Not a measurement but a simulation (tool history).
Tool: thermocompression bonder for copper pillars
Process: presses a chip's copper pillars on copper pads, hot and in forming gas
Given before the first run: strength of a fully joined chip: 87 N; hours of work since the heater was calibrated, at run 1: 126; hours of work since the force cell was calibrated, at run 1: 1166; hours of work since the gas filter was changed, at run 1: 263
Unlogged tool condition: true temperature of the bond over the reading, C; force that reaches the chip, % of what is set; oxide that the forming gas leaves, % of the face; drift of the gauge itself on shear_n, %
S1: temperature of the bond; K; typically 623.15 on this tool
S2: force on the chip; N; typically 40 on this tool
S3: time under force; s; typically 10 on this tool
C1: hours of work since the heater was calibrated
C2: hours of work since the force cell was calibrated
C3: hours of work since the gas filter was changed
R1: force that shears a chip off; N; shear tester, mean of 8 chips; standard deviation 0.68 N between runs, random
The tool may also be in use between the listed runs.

{"run": 1, "hour": 0.0, "S1": 623.15, "S2": 40, "S3": 10, "C1": 126, "C2": 1166, "C3": 263, "R1": 56}
{"run": 2, "hour": 31.1, "S1": 623.15, "S2": 40, "S3": 10, "C1": 150, "C2": 1191, "C3": 287, "R1": 55.5}
{"run": 3, "hour": 67.1, "S1": 623.15, "S2": 40, "S3": 10, "C1": 179, "C2": 1219, "C3": 316, "R1": 56.6}
{"hour": 90.2, "done": "forming gas filter changed"}
{"run": 4, "hour": 102.5, "S1": 623.15, "S2": 40, "S3": 10, "C1": 206, "C2": 1247, "C3": 10, "R1": 54.6}
{"run": 5, "hour": 160.7, "S1": 623.15, "S2": 40, "S3": 10, "C1": 252, "C2": 1293, "C3": 56, "R1": 55.4}
{"run": 6, "hour": 192.7, "S1": 623.15, "S2": 40, "S3": 10, "C1": 277, "C2": 1318, "C3": 81, "R1": 56.7}
{"run": 7, "hour": 242.9, "S1": 642.15, "S2": 40, "S3": 10, "C1": 317, "C2": 1358, "C3": 120, "R1": 65.2}
{"hour": 260.4, "done": "force cell calibrated"}
{"run": 8, "hour": 296.5, "S1": 642.15, "S2": 40, "S3": 10, "C1": 358, "C2": 28, "C3": 162, "R1": 65.6}
{"run": 9, "hour": 348.0, "S1": 642.15, "S2": 40, "S3": 10, "C1": 399, "C2": 69, "C3": 202, "R1": 63.9}
{"run": 10, "hour": 375.2, "S1": 609.15, "S2": 40, "S3": 6, "C1": 420, "C2": 91, "C3": 224, "R1": 40.8}

Run 11 has not been measured yet. What should we expect?
{"run": 11, "hour": 437.2, "S1": 622.15, "S2": 40, "S3": 6, "C1": 469, "C2": 139, "C3": 272, "R1": "?"}

R1: 47.4 N
Take away the tool's hidden state, keep the run-to-run variation as it was, and the same run would have given R1 47.4 N.
